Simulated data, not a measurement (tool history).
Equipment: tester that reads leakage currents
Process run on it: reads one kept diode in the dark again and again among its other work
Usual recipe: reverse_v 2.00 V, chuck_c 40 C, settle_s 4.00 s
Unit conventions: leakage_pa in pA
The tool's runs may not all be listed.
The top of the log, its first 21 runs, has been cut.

run    hour  reverse_v  chuck_c  settle_s  leakage_pa
 22  1920.4      11.98       40      4.00       74.25
 23  2037.2      11.53       40      1.07       74.56
 24  2090.3       9.36       40      1.85       67.16
 25  2176.4       9.36       40      1.85       68.48
 26  2266.2       9.36       48      1.85      115.57
 27  2377.3      10.74       48      2.71      124.81
     2401.5  -- chuck's temperature calibrated
 28  2473.2       3.99       31      7.06       22.25
 29  2569.7       2.93       54      7.06       85.61
 30  2673.1       2.93       54      5.89       86.21
 31  2795.4       2.00       40      0.97       29.08
 32  2908.7       1.85       52      5.77       61.09
 33  2996.9      13.04       52      0.77      172.57
 34  3073.1       2.88       57      4.00      106.49
 35  3145.4       2.43       40      0.44       33.65
 36  3253.8       1.26       50      3.80       45.38
 37  3317.5       1.47       50      0.40       49.84
 38  3418.8      18.11       20      4.58       42.19
 39  3512.5      18.11       20      4.58       43.24

5 options for the next run, each taken on its own from the tool as it stands now. Forecast them:
  A  3615.3      18.11       41      4.58           ?
  B  3615.3       2.00       54      0.73           ?
  C  3615.3      13.69       40      6.27           ?
  D  3615.3       1.45       48      6.73           ?
  E  3615.3       2.21       39      4.58           ?

run  leakage_pa
  A      118.47
  B       76.33
  C       94.38
  D       44.37
  E       31.37
Stripped of hidden state, with their random variation kept, the same runs would have yielded:
run  leakage_pa
  A       84.79
  B       66.77
  C       68.43
  D       38.33
  E       25.55
